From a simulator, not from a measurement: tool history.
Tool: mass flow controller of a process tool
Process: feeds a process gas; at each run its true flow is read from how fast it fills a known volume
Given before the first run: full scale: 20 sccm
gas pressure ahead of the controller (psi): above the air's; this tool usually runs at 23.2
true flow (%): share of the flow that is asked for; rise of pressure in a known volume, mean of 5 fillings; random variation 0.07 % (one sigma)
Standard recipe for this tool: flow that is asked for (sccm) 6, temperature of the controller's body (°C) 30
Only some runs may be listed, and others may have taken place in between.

| run | day | flow that is asked for (sccm) | gas pressure ahead of the controller (psi) | temperature of the controller's body (°C) | true flow (%) |
|---|---|---|---|---|---|
| 1 | 0.000 | 6 | 23.2 | 30 | 98.53 |
| 2 | 1.692 | 6 | 23.2 | 30 | 98.56 |
| 3 | 4.012 | 6 | 23.2 | 30 | 98.55 |
| 4 | 6.208 | 6 | 23.2 | 30 | 98.47 |
| 5 | 7.783 | 6 | 23.2 | 30 | 98.47 |
|  | 8.079 | controller's zero set anew |
| 6 | 9.467 | 6 | 23.2 | 30 | 99.14 |
| 7 | 11.854 | 6 | 23.2 | 30 | 99.02 |
| 8 | 13.858 | 6 | 23.2 | 30 | 99.04 |
| 9 | 17.050 | 4 | 33.2 | 36 | 98.72 |
| 10 | 20.183 | 4 | 36.3 | 30 | 99.29 |
| 11 | 23.608 | 6 | 28.1 | 27 | 99.35 |
|  | 23.988 | controller's zero set anew, once more |
| 12 | 25.858 | 6 | 28.1 | 27 | 97.82 |
| 13 | 29.096 | 11 | 23.9 | 25 | 98.57 |
| 14 | 32.554 | 4 | 23.2 | 39 | 96.47 |

Branching from run 14: 4 alternative next runs. What would each branch give?
| A | 34.333 | 11 | 23.4 | 39 | ? |
| B | 34.333 | 5 | 23.2 | 21 | ? |
| C | 34.333 | 5 | 23.2 | 39 | ? |
| D | 34.333 | 3 | 23.2 | 34 | ? |

| run | true flow (%) |
|---|---|
| A | 97.08 |
| B | 98.60 |
| C | 96.45 |
| D | 96.95 |
Take away the tool's hidden state, keep each run's random variation, and the runs would have read:
| run | true flow (%) |
|---|---|
| A | 97.79 |
| B | 99.26 |
| C | 97.12 |
| D | 97.56 |
